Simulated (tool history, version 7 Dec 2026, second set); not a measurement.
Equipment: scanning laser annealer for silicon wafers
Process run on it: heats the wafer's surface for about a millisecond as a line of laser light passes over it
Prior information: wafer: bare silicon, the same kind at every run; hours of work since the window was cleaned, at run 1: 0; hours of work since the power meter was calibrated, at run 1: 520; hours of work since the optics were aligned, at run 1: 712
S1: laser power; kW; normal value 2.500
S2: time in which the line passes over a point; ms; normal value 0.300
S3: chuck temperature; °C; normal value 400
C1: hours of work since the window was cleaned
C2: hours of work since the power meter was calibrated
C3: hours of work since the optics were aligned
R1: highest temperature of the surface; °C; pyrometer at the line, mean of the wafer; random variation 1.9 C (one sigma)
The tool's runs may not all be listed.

Run 1, hour 0.0: usual settings; C1 0; C2 520; C3 712. Result: R1 1209 °C.
Run 2, hour 15.6: usual settings; C1 11; C2 531; C3 723. Result: R1 1206 °C.
Run 3, hour 36.1: usual settings; C1 26; C2 546; C3 737. Result: R1 1206 °C.
Run 4, hour 67.7: usual settings but S1 2.330 kW; C1 48; C2 568; C3 760. Result: R1 1157 °C.
Run 5, hour 87.2: usual settings but S1 2.330 kW; C1 62; C2 582; C3 774. Result: R1 1157 °C.
Run 6, hour 117.0: usual settings but S1 2.330 kW; C1 83; C2 603; C3 795. Result: R1 1153 °C.
Run 7, hour 140.2: usual settings but S1 2.330 kW; C1 99; C2 620; C3 811. Result: R1 1155 °C.
Run 8, hour 154.9: usual settings but S1 2.330 kW; C1 110; C2 630; C3 821. Result: R1 1154 °C.
Run 9, hour 171.4: usual settings but S1 2.330 kW; C1 121; C2 642; C3 833. Result: R1 1154 °C.
Run 10, hour 191.0: usual settings but S1 2.330 kW, S2 0.271 ms; C1 135; C2 656; C3 847. Result: R1 1118 °C.
Run 11, hour 221.6: usual settings but S1 2.746 kW, S2 0.271 ms; C1 157; C2 677; C3 869. Result: R1 1231 °C.
Run 12, hour 235.0: usual settings but S1 2.336 kW; C1 166; C2 687; C3 878. Result: R1 1155 °C.
Run 13, hour 264.7: usual settings; C1 188; C2 708; C3 899. Result: R1 1202 °C.
Run 14, hour 295.7: usual settings; C1 209; C2 730; C3 921. Result: R1 1202 °C.
Run 15, hour 319.6: usual settings; C1 226; C2 747; C3 938. Result: R1 1203 °C.
Run 16, hour 343.9: usual settings; C1 244; C2 764; C3 955. Result: R1 1199 °C.
Run 17, hour 360.8: usual settings; C1 256; C2 776; C3 967. Result: R1 1199 °C.
At hour 365.8: laser's power meter calibrated.
Run 18, hour 385.5: usual settings; C1 271; C2 14; C3 983. Result: R1 1191 °C.
At hour 395.0: optics aligned, line set to its width.
At hour 415.1: laser's power meter calibrated, once more.
Run 19, hour 417.4: usual settings; C1 288; C2 2; C3 14. Result: R1 1207 °C.
Run 20, hour 439.3: usual settings but S2 0.326 ms; C1 303; C2 17; C3 29. Result: R1 1238 °C.
Run 21, hour 468.8: usual settings but S2 0.326 ms; C1 324; C2 38; C3 50. Result: R1 1242 °C.
Run 22, hour 484.8: usual settings but S2 0.280 ms, S3 409 °C; C1 336; C2 49; C3 61. Result: R1 1187 °C.
Run 23, hour 508.7: usual settings but S2 0.217 ms, S3 434 °C; C1 353; C2 66; C3 78. Result: R1 1125 °C.
Run 24, hour 535.9: usual settings but S2 0.217 ms, S3 434 °C; C1 372; C2 86; C3 98. Result: R1 1126 °C.
Run 25, hour 560.7: usual settings but S2 0.371 ms, S3 398 °C; C1 389; C2 103; C3 115. Result: R1 1285 °C.
Run 26, hour 588.0: usual settings but S1 2.465 kW, S2 0.308 ms, S3 387 °C; C1 409; C2 123; C3 135. Result: R1 1187 °C.
Run 27, hour 601.7: usual settings but S1 2.465 kW, S2 0.308 ms, S3 387 °C; C1 418; C2 132; C3 144. Result: R1 1186 °C.
Run 28, hour 634.0: usual settings but S1 2.465 kW, S2 0.308 ms, S3 387 °C; C1 441; C2 155; C3 167. Result: R1 1187 °C.
Run 29, hour 664.7: usual settings but S1 2.430 kW, S2 0.335 ms; C1 463; C2 177; C3 189. Result: R1 1221 °C.
Run 30, hour 682.6: usual settings but S1 2.430 kW, S2 0.335 ms; C1 476; C2 189; C3 202. Result: R1 1222 °C.
Run 31, hour 712.2: usual settings but S1 2.127 kW, S2 0.251 ms, S3 406 °C; C1 497; C2 210; C3 223. Result: R1 1038 °C.
Run 32, hour 729.0: usual settings but S1 2.127 kW, S2 0.301 ms, S3 384 °C; C1 509; C2 222; C3 234. Result: R1 1072 °C.
Run 33, hour 742.7: usual settings but S1 2.679 kW, S2 0.299 ms, S3 430 °C; C1 518; C2 232; C3 244. Result: R1 1277 °C.
Run 34, hour 773.4: usual settings but S1 2.679 kW, S2 0.299 ms, S3 430 °C; C1 540; C2 254; C3 266. Result: R1 1276 °C.
Run 35, hour 796.1: usual settings but S1 2.351 kW, S2 0.216 ms, S3 424 °C; C1 556; C2 270; C3 282. Result: R1 1065 °C.
Run 36, hour 823.4: usual settings but S2 0.355 ms, S3 414 °C; C1 575; C2 289; C3 301. Result: R1 1275 °C.
Run 37, hour 837.8: usual settings but S2 0.355 ms, S3 420 °C; C1 586; C2 299; C3 312. Result: R1 1280 °C.
Run 38, hour 851.3: usual settings but S2 0.355 ms, S3 420 °C; C1 595; C2 309; C3 321. Result: R1 1280 °C.
Run 39, hour 867.2: usual settings but S2 0.355 ms, S3 420 °C; C1 606; C2 320; C3 332. Result: R1 1281 °C.
Run 40, hour 897.5: usual settings but S2 0.355 ms, S3 420 °C; C1 628; C2 342; C3 354. Result: R1 1281 °C.
Run 41, hour 911.6: usual settings but S1 2.645 kW, S2 0.223 ms, S3 420 °C; C1 638; C2 352; C3 364. Result: R1 1141 °C.
Run 42, hour 933.1: usual settings but S1 2.645 kW, S2 0.223 ms, S3 420 °C; C1 653; C2 367; C3 379. Result: R1 1142 °C.

Results per run with the tool's hidden condition removed, run-to-run variation unchanged:
The tool's hidden condition here consists of: light that passes the window, % of a clean one's; laser's true power over the reading, %; width of the line over the set one, %; drift of the gauge itself on peak_c, C.
run    R1
  1  1217
  2  1215
  3  1215
  4  1166
  5  1167
  6  1164
  7  1167
  8  1166
  9  1166
 10  1131
 11  1247
 12  1169
 13  1218
 14  1219
 15  1221
 16  1218
 17  1218
 18  1212
 19  1217
 20  1249
 21  1254
 22  1199
 23  1136
 24  1138
 25  1301
 26  1202
 27  1202
 28  1203
 29  1238
 30  1240
 31  1053
 32  1088
 33  1298
 34  1298
 35  1082
 36  1299
 37  1305
 38  1305
 39  1307
 40  1307
 41  1164
 42  1165
